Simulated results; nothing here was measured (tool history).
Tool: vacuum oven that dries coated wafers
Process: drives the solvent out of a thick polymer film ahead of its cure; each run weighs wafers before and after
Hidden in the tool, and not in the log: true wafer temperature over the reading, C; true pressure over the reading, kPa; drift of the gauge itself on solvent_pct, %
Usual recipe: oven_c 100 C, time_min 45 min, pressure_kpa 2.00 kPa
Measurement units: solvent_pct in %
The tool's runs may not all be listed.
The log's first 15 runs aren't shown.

| run | hour | oven_c | time_min | pressure_kpa | hours of work since the thermocouples were calibrated | hours of work since the vacuum gauge was cleaned of residue | solvent_pct |
|---|---|---|---|---|---|---|---|
| 16 | 752.9 | 100 | 45 | 2.00 | 419 | 1228 | 2.46 |
| 17 | 789.1 | 89 | 45 | 3.61 | 434 | 1243 | 6.53 |
| 18 | 824.1 | 98 | 41 | 2.67 | 449 | 1257 | 3.57 |
| 19 | 859.4 | 106 | 45 | 3.11 | 463 | 1272 | 2.28 |
| 20 | 908.4 | 89 | 55 | 7.39 | 484 | 1293 | 9.39 |
| 21 | 937.9 | 89 | 55 | 7.39 | 496 | 1305 | 9.34 |
| 22 | 995.7 | 100 | 45 | 4.59 | 520 | 1329 | 4.24 |
| 23 | 1030.3 | 91 | 34 | 2.11 | 534 | 1343 | 6.11 |
| 24 | 1088.9 | 100 | 45 | 1.14 | 559 | 1368 | 1.87 |
| 25 | 1131.4 | 111 | 67 | 1.42 | 577 | 1385 | 0.83 |
| 26 | 1190.2 | 104 | 60 | 1.52 | 601 | 1410 | 1.23 |
| 27 | 1219.9 | 113 | 34 | 1.52 | 613 | 1422 | 1.20 |
| 28 | 1285.9 | 105 | 45 | 1.70 | 641 | 1450 | 1.63 |
| 29 | 1344.3 | 99 | 44 | 3.69 | 665 | 1474 | 3.96 |
| 30 | 1392.2 | 99 | 44 | 3.69 | 685 | 1494 | 3.93 |

Here are 5 independent what-if runs from the current tool condition. What would each one return?
| A | 1429.9 | 92 | 80 | 2.03 | 701 | 1510 | ? |
| B | 1429.9 | 103 | 45 | 4.46 | 701 | 1510 | ? |
| C | 1429.9 | 113 | 42 | 1.16 | 701 | 1510 | ? |
| D | 1429.9 | 100 | 39 | 5.06 | 701 | 1510 | ? |
| E | 1429.9 | 107 | 36 | 3.49 | 701 | 1510 | ? |

| run | solvent_pct |
|---|---|
| A | 2.60 |
| B | 3.60 |
| C | 0.83 |
| D | 4.99 |
| E | 2.83 |
Take away the tool's hidden state, keep each run's random variation, and the runs would have read:
| run | solvent_pct |
|---|---|
| A | 2.23 |
| B | 3.27 |
| C | 0.66 |
| D | 4.58 |
| E | 2.54 |
